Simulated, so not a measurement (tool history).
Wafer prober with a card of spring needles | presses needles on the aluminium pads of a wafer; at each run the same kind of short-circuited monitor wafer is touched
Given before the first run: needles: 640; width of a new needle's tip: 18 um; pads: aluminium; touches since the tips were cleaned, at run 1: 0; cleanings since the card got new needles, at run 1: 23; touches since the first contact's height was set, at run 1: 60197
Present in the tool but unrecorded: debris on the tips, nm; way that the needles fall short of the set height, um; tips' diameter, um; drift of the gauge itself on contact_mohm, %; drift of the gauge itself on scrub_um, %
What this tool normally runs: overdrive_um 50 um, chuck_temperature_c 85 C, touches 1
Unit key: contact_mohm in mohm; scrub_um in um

run	day	overdrive_um	chuck_temperature_c	touches	touches since the tips were cleaned	cleanings since the card got new needles	touches since the first contact's height was set	contact_mohm	scrub_um
1	0.000	50	85	1	0	23	60197	218	12.25
# day 0.325: tips cleaned on abrasive film
# day 0.696: tips cleaned on abrasive film
2	0.871	52	85	1	1285	25	66521	224	12.84
# day 1.017: tips cleaned on abrasive film
3	1.283	50	85	1	1953	26	69497	227	12.37
# day 1.354: tips cleaned on abrasive film
# day 1.688: tips cleaned on abrasive film
4	1.908	50	85	1	1612	28	74010	229	12.39
# day 2.008: tips cleaned on abrasive film
# day 2.325: tips cleaned on abrasive film
5	2.338	50	85	1	80	30	77095	226	12.38
# day 2.417: height of the first contact set anew
# day 2.654: tips cleaned on abrasive film
6	2.700	50	83	1	345	31	2047	225	12.36
# day 3.008: tips cleaned on abrasive film
7	3.092	50	39	1	619	32	4879	215	12.38
# day 3.342: tips cleaned on abrasive film
# day 3.704: tips cleaned on abrasive film
8	3.804	50	85	1	745	34	10041	224	12.36
# day 4.062: tips cleaned on abrasive film
# day 4.408: tips cleaned on abrasive film
9	4.412	50	31	1	36	36	14423	212	12.39
# day 4.733: tips cleaned on abrasive film
# day 5.054: tips cleaned on abrasive film
10	5.092	50	31	1	246	38	19323	214	12.37
# day 5.421: tips cleaned on abrasive film
# day 5.725: tips cleaned on abrasive film
11	5.862	50	77	1	1009	40	24919	223	12.44
# day 6.050: tips cleaned on abrasive film
# day 6.408: tips cleaned on abrasive film
12	6.483	64	85	1	520	42	29393	217	15.96
# day 6.767: tips cleaned on abrasive film
13	6.896	50	78	1	949	43	32395	223	12.42
# day 7.083: tips cleaned on abrasive film
# day 7.421: tips cleaned on abrasive film
14	7.658	50	78	1	1737	45	37918	225	12.50
# day 7.738: tips cleaned on abrasive film
# day 8.092: tips cleaned on abrasive film
15	8.333	50	78	1	1771	47	42820	226	12.36
# day 8.429: tips cleaned on abrasive film
# day 8.762: tips cleaned on abrasive film
# day 9.129: tips cleaned on abrasive film
16	9.154	50	78	1	188	50	48739	220	12.57
# day 9.496: tips cleaned on abrasive film
17	9.717	45	125	2	1619	51	52821	243	11.30
# day 9.838: tips cleaned on abrasive film
# day 10.146: tips cleaned on abrasive film
18	10.146	37	76	1	0	53	55887	226	9.33
# day 10.471: tips cleaned on abrasive film
# day 10.800: tips cleaned on abrasive film
19	10.800	47	60	1	0	55	60632	222	11.78
# day 11.158: tips cleaned on abrasive film
20	11.446	50	57	1	2117	56	65339	219	12.56
# day 11.492: tips cleaned on abrasive film
# day 11.867: tips cleaned on abrasive film
21	11.958	50	57	1	675	58	69020	219	12.67
# day 12.212: tips cleaned on abrasive film
# day 12.554: tips cleaned on abrasive film
22	12.754	68	85	3	1467	60	74790	218	17.17
# day 12.879: tips cleaned on abrasive film
# day 13.138: height of the first contact set anew
# day 13.246: tips cleaned on abrasive film
23	13.396	68	85	2	1081	62	1850	220	17.18
# day 13.562: tips cleaned on abrasive film
# day 13.867: tips cleaned on abrasive film
24	13.875	45	83	1	37	64	5290	223	11.41
# day 14.217: tips cleaned on abrasive film
# day 14.321: gauge calibrated
25	14.321	42	100	2	787	65	8551	236	10.34
# day 14.562: tips cleaned on abrasive film
# day 14.883: tips cleaned on abrasive film
26	15.054	42	48	2	1237	67	13840	222	10.36
# day 15.250: tips cleaned on abrasive film
# day 15.592: tips cleaned on abrasive film
27	15.658	45	81	2	510	69	18219	225	11.13
# day 15.942: tips cleaned on abrasive film
# day 16.262: tips cleaned on abrasive film
28	16.329	56	31	3	476	71	23062	208	13.90
# day 16.575: tips cleaned on abrasive film
29	16.846	56	31	3	1981	72	26806	207	13.86
# day 16.921: tips cleaned on abrasive film
# day 17.254: tips cleaned on abrasive film
30	17.475	56	31	3	1619	74	31363	208	13.91
# day 17.608: tips cleaned on abrasive film
31	17.854	56	31	3	1793	75	34102	208	13.85

Alternative continuations, all from the tool just after run 31; predict every row:
# day 17.946: tips cleaned on abrasive film
# day 18.288: tips cleaned on abrasive film
# day 18.612: tips cleaned on abrasive film
A	18.617	56	56	3	49	78	39620	?	?
# day 17.946: tips cleaned on abrasive film
# day 18.288: tips cleaned on abrasive film
# day 18.612: tips cleaned on abrasive film
B	18.617	53	31	3	49	78	39620	?	?
# day 17.946: tips cleaned on abrasive film
# day 18.288: tips cleaned on abrasive film
# day 18.612: tips cleaned on abrasive film
C	18.617	50	111	1	49	78	39620	?	?

run	contact_mohm	scrub_um
A	216	13.90
B	209	13.11
C	235	12.40
Stripped of hidden state, with their random variation kept, the same runs would have yielded:
run	contact_mohm	scrub_um
A	216	13.79
B	209	13.01
C	234	12.31
